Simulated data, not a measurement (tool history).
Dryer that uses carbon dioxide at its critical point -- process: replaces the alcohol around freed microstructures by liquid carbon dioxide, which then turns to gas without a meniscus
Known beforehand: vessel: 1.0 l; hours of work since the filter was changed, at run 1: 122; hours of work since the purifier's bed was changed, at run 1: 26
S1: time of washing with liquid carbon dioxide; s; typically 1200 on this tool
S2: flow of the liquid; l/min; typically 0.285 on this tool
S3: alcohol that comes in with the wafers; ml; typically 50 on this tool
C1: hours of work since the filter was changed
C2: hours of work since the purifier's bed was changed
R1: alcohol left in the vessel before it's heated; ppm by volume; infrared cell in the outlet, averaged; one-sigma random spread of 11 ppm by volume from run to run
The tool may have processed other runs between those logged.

{"run": 1, "hour": 0.0, "S1": 1200, "S2": 0.285, "S3": 50, "C1": 122, "C2": 26, "R1": 916}
{"run": 2, "hour": 11.7, "S1": 1200, "S2": 0.285, "S3": 50, "C1": 128, "C2": 32, "R1": 927}
{"run": 3, "hour": 19.4, "S1": 1200, "S2": 0.285, "S3": 84, "C1": 133, "C2": 36, "R1": 1588}
{"run": 4, "hour": 29.1, "S1": 1200, "S2": 0.285, "S3": 50, "C1": 138, "C2": 42, "R1": 945}
{"run": 5, "hour": 36.8, "S1": 1200, "S2": 0.285, "S3": 50, "C1": 142, "C2": 46, "R1": 949}
{"run": 6, "hour": 48.8, "S1": 1200, "S2": 0.183, "S3": 50, "C1": 149, "C2": 53, "R1": 4314}
{"run": 7, "hour": 58.6, "S1": 1200, "S2": 0.183, "S3": 50, "C1": 154, "C2": 58, "R1": 4198}
{"run": 8, "hour": 69.6, "S1": 1200, "S2": 0.285, "S3": 50, "C1": 160, "C2": 64, "R1": 1009}
{"run": 9, "hour": 78.5, "S1": 1440, "S2": 0.285, "S3": 50, "C1": 165, "C2": 69, "R1": 473}
{"run": 10, "hour": 90.7, "S1": 1440, "S2": 0.285, "S3": 50, "C1": 172, "C2": 76, "R1": 473}
{"run": 11, "hour": 101.1, "S1": 900, "S2": 0.285, "S3": 50, "C1": 178, "C2": 82, "R1": 2709}
{"run": 12, "hour": 108.4, "S1": 900, "S2": 0.285, "S3": 50, "C1": 182, "C2": 86, "R1": 2751}
{"run": 13, "hour": 119.9, "S1": 1140, "S2": 0.354, "S3": 100, "C1": 188, "C2": 92, "R1": 1046}
{"run": 14, "hour": 132.9, "S1": 1200, "S2": 0.245, "S3": 65, "C1": 195, "C2": 99, "R1": 2445}
{"run": 15, "hour": 138.3, "S1": 1200, "S2": 0.178, "S3": 50, "C1": 198, "C2": 102, "R1": 4832}
{"run": 16, "hour": 144.2, "S1": 1020, "S2": 0.377, "S3": 33, "C1": 202, "C2": 106, "R1": 444}

What does the tool deliver on the next run?
{"run": 17, "hour": 152.9, "S1": 1740, "S2": 0.377, "S3": 80, "C1": 207, "C2": 110, "R1": "?"}

Run 17 came out at R1 58 ppm by volume.
With no hidden state in the tool, this same run would have given R1 18 ppm by volume.
